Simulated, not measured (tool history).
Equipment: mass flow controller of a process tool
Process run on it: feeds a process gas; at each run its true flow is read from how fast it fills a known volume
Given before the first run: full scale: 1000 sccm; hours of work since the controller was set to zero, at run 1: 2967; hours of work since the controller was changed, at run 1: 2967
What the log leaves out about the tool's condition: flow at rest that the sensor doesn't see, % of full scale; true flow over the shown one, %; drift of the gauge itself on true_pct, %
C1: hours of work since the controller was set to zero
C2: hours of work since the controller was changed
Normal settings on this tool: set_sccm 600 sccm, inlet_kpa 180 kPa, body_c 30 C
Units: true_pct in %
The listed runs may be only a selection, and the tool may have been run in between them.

Run 1, hour 0: usual settings; C1 2967; C2 2967. Result: true_pct 99.31 %.
Run 2, hour 207.4: usual settings; C1 3129; C2 3129. Result: true_pct 99.34 %.
Run 3, hour 356.6: usual settings; C1 3245; C2 3245. Result: true_pct 99.32 %.
Run 4, hour 561.3: usual settings; C1 3405; C2 3405. Result: true_pct 99.36 %.
Run 5, hour 697.6: usual settings; C1 3511; C2 3511. Result: true_pct 99.33 %.
Run 6, hour 889.4: usual settings; C1 3661; C2 3661. Result: true_pct 99.49 %.
Run 7, hour 1017: usual settings; C1 3761; C2 3761. Result: true_pct 99.36 %.
Run 8, hour 1230.2: usual settings; C1 3927; C2 3927. Result: true_pct 99.56 %.
Run 9, hour 1455.7: usual settings; C1 4103; C2 4103. Result: true_pct 99.6 %.
Run 10, hour 1665.2: usual settings; C1 4267; C2 4267. Result: true_pct 99.56 %.
Run 11, hour 1846.3: usual settings; C1 4408; C2 4408. Result: true_pct 99.54 %.
Run 12, hour 2086.8: usual settings; C1 4596; C2 4596. Result: true_pct 99.7 %.
Run 13, hour 2187.2: usual settings; C1 4674; C2 4674. Result: true_pct 99.74 %.
Run 14, hour 2307.2: usual settings; C1 4768; C2 4768. Result: true_pct 99.72 %.
Run 15, hour 2468.8: usual settings; C1 4894; C2 4894. Result: true_pct 99.77 %.
Run 16, hour 2688.4: usual settings; C1 5065; C2 5065. Result: true_pct 99.66 %.
Run 17, hour 2792.9: usual settings but inlet_kpa 258 kPa; C1 5147; C2 5147. Result: true_pct 99.42 %.
Run 18, hour 2898.5: usual settings but inlet_kpa 258 kPa; C1 5229; C2 5229. Result: true_pct 99.44 %.
Run 19, hour 3043.5: usual settings but inlet_kpa 258 kPa; C1 5342; C2 5342. Result: true_pct 99.57 %.
Run 20, hour 3289.6: usual settings but set_sccm 430 sccm; C1 5534; C2 5534. Result: true_pct 98.86 %.
Run 21, hour 3400.3: usual settings but set_sccm 430 sccm; C1 5621; C2 5621. Result: true_pct 98.89 %.
Run 22, hour 3577.1: usual settings but set_sccm 430 sccm; C1 5759; C2 5759. Result: true_pct 98.89 %.
Run 23, hour 3725.1: usual settings but set_sccm 430 sccm; C1 5874; C2 5874. Result: true_pct 98.81 %.
Run 24, hour 3838.7: usual settings; C1 5963; C2 5963. Result: true_pct 99.96 %.
Run 25, hour 4082.4: usual settings; C1 6153; C2 6153. Result: true_pct 100.19 %.
Run 26, hour 4264: usual settings but inlet_kpa 165 kPa, body_c 39 C; C1 6295; C2 6295. Result: true_pct 99.84 %.
Run 27, hour 4474.7: usual settings but inlet_kpa 278 kPa, body_c 31 C; C1 6459; C2 6459. Result: true_pct 99.66 %.
Run 28, hour 4640.5: usual settings but inlet_kpa 278 kPa, body_c 31 C; C1 6589; C2 6589. Result: true_pct 99.61 %.
Run 29, hour 4801.4: usual settings but set_sccm 353 sccm, inlet_kpa 144 kPa, body_c 31 C; C1 6714; C2 6714. Result: true_pct 98.36 %.
Run 30, hour 4920: usual settings but set_sccm 133 sccm, inlet_kpa 276 kPa; C1 6807; C2 6807. Result: true_pct 91.85 %.
Run 31, hour 5064.2: usual settings but set_sccm 424 sccm, inlet_kpa 150 kPa, body_c 24 C; C1 6920; C2 6920. Result: true_pct 99.38 %.
Run 32, hour 5260.2: usual settings but set_sccm 345 sccm, inlet_kpa 146 kPa, body_c 24 C; C1 7073; C2 7073. Result: true_pct 98.48 %.
Run 33, hour 5449.6: usual settings but set_sccm 110 sccm, inlet_kpa 230 kPa, body_c 35 C; C1 7220; C2 7220. Result: true_pct 89.65 %.
Run 34, hour 5675.1: usual settings but set_sccm 188 sccm, inlet_kpa 264 kPa, body_c 39 C; C1 7396; C2 7396. Result: true_pct 94.12 %.
Run 35, hour 5898.3: usual settings but set_sccm 746 sccm, inlet_kpa 140 kPa; C1 7571; C2 7571. Result: true_pct 101.35 %.
Run 36, hour 6061.3: usual settings but set_sccm 746 sccm, inlet_kpa 140 kPa; C1 7698; C2 7698. Result: true_pct 101.53 %.
Run 37, hour 6241.5: usual settings but set_sccm 499 sccm; C1 7838; C2 7838. Result: true_pct 99.78 %.
At hour 6353.6: controller's zero set anew.
Run 38, hour 6368.2: usual settings but set_sccm 318 sccm; C1 11; C2 7937. Result: true_pct 101.76 %.
Run 39, hour 6574: usual settings but set_sccm 289 sccm, inlet_kpa 167 kPa, body_c 37 C; C1 172; C2 8098. Result: true_pct 101.48 %.
Run 40, hour 6787: usual settings but set_sccm 289 sccm, inlet_kpa 167 kPa, body_c 37 C; C1 338; C2 8264. Result: true_pct 101.43 %.
Run 41, hour 6945.5: usual settings but set_sccm 496 sccm; C1 462; C2 8388. Result: true_pct 102.35 %.
At hour 7056.8: controller exchanged for a calibrated one.
Run 42, hour 7083: usual settings but set_sccm 391 sccm, inlet_kpa 270 kPa; C1 20; C2 20. Result: true_pct 97.99 %.
Run 43, hour 7238.3: usual settings but set_sccm 391 sccm, inlet_kpa 270 kPa; C1 142; C2 142. Result: true_pct 98.1 %.
Run 44, hour 7383.7: usual settings but set_sccm 180 sccm, inlet_kpa 187 kPa, body_c 21 C; C1 255; C2 255. Result: true_pct 97.87 %.
Run 45, hour 7590.3: usual settings but inlet_kpa 163 kPa; C1 416; C2 416. Result: true_pct 99.01 %.
Run 46, hour 7721.8: usual settings but set_sccm 389 sccm, inlet_kpa 170 kPa, body_c 22 C; C1 519; C2 519. Result: true_pct 98.61 %.
Run 47, hour 7901.5: usual settings but set_sccm 329 sccm, inlet_kpa 235 kPa; C1 659; C2 659. Result: true_pct 97.91 %.

Entry by entry between the runs, the difference in hidden state between the last listed run before and the first listed run after:
From run 37 to run 38: controller's zero set anew (hour 6353.6)
  flow at rest that the sensor doesn't see, % of full scale: -1.29 -> -0.033; true flow over the shown one, %: 3.91 -> 3.96
  the result without the hidden state subtracted from the measured one, true_pct: +1.33 -> +3.85 %
From run 41 to run 42: controller exchanged for a calibrated one (hour 7056.8)
  flow at rest that the sensor doesn't see, % of full scale: -0.103 -> -0.017; true flow over the shown one, %: 4.19 -> 0.28
  the result without the hidden state subtracted from the measured one, true_pct: +3.97 -> +0.24 %
